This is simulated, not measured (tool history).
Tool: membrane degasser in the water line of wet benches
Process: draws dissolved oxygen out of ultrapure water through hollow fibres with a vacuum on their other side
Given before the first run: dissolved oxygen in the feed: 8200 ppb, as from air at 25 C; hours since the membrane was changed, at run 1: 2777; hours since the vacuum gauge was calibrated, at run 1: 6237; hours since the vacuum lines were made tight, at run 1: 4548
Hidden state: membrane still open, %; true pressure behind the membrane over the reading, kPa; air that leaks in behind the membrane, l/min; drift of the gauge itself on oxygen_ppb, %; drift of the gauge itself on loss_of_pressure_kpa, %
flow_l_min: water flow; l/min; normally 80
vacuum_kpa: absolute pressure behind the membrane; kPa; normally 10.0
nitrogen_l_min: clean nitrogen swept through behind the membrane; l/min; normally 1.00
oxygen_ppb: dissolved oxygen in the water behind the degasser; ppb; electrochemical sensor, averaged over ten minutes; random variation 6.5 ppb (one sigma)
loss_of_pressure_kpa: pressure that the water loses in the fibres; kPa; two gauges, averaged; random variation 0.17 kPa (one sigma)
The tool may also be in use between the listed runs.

run    hour  flow_l_min  vacuum_kpa  nitrogen_l_min  hours since the membrane was changed  hours since the vacuum gauge was calibrated  hours since the vacuum lines were made tight  oxygen_ppb  loss_of_pressure_kpa
  1     0.0          80        10.0            1.00                                  2777                                         6237                                          4548       891.2                 28.86
  2    50.6          80        10.0            1.00                                  2828                                         6287                                          4598       909.9                 28.86
  3   130.6          80        10.0            1.00                                  2908                                         6367                                          4678       900.0                 29.11
  4   204.7          80         9.6            1.00                                  2982                                         6441                                          4752       855.8                 28.89
  5   246.0          80        10.0            1.00                                  3023                                         6483                                          4794       908.7                 29.23
  6   330.8          80        10.0            1.00                                  3108                                         6568                                          4878       896.1                 28.65
  7   420.0          80        10.0            1.00                                  3197                                         6657                                          4968       907.8                 28.65
  8   477.2          80        10.0            1.00                                  3254                                         6714                                          5025       904.3                 29.18
  9   562.2          80        10.0            1.00                                  3339                                         6799                                          5110       888.7                 28.87
      623.6  -- seals of the vacuum lines changed
 10   629.8          80        10.0            1.00                                  3405                                         6865                                             6       905.2                 28.94
 11   707.3          80        10.0            1.00                                  3482                                         6942                                            84       905.0                 29.08
 12   756.4          80        22.5            1.00                                  3531                                         6991                                           133      2123.1                 28.73
 13   814.7          80        22.5            1.00                                  3590                                         7050                                           191      2139.3                 28.96
 14   886.8          80        10.0            1.00                                  3662                                         7122                                           263       916.5                 28.93
 15   926.0          80        10.0            1.00                                  3701                                         7161                                           302       905.9                 29.06
 16   985.2          80        10.0            1.00                                  3760                                         7220                                           362       912.8                 28.80
 17  1052.9          80        10.0            1.00                                  3828                                         7288                                           429       909.6                 28.94
 18  1140.9          80        10.0            1.00                                  3916                                         7376                                           517       910.4                 28.88
 19  1201.3         112        22.0            0.69                                  3976                                         7436                                           578      2994.2                 40.48
 20  1294.8          57        10.0            0.51                                  4070                                         7530                                           671      1083.9                 20.90
 21  1364.0          84         6.0            1.08                                  4139                                         7599                                           740       436.1                 30.30
 22  1423.5          80        10.0            0.56                                  4198                                         7658                                           800      1277.5                 29.36
 23  1505.7          80        10.0            0.56                                  4281                                         7741                                           882      1252.1                 29.14
 24  1552.3         104         6.9            1.97                                  4327                                         7787                                           929       459.3                 37.92
 25  1629.3         104         6.9            1.97                                  4404                                         7864                                          1006       460.3                 37.80
 26  1711.5          76         7.9            2.16                                  4486                                         7946                                          1088       369.7                 27.58
 27  1783.0          74         7.9            0.55                                  4558                                         8018                                          1159       898.3                 27.13
 28  1831.9          58        10.0            1.00                                  4607                                         8067                                          1208       726.3                 21.47
 29  1916.8         117        10.0            0.44                                  4692                                         8152                                          1293      1726.6                 42.58
 30  1957.9          61        23.1            0.70                                  4733                                         8193                                          1334      2282.9                 22.23
 31  2046.3          80        14.7            1.31                                  4821                                         8281                                          1423      1180.4                 29.29
 32  2093.3         110        13.4            1.31                                  4868                                         8328                                          1470      1391.6                 40.25
 33  2175.8          80         8.0            0.78                                  4951                                         8411                                          1552       793.1                 29.27

Same runs, no hidden state in the tool, same run-to-run variation:
run  oxygen_ppb  loss_of_pressure_kpa
  1       851.6                 28.24
  2       869.2                 28.23
  3       859.3                 28.45
  4       814.2                 28.22
  5       866.9                 28.54
  6       854.4                 27.95
  7       865.0                 27.93
  8       861.4                 28.44
  9       846.0                 28.11
 10       860.4                 28.18
 11       859.7                 28.29
 12      2089.2                 27.94
 13      2104.9                 28.15
 14       869.6                 28.10
 15       859.3                 28.22
 16       865.4                 27.95
 17       862.0                 28.07
 18       862.2                 27.99
 19      2944.8                 39.22
 20      1028.7                 20.24
 21       381.5                 29.32
 22      1210.3                 28.41
 23      1185.6                 28.18
 24       411.4                 36.64
 25       411.8                 36.51
 26       338.1                 26.62
 27       827.3                 26.17
 28       685.4                 20.72
 29      1628.4                 41.03
 30      2245.0                 21.42
 31      1138.9                 28.20
 32      1332.6                 38.73
 33       727.6                 28.15
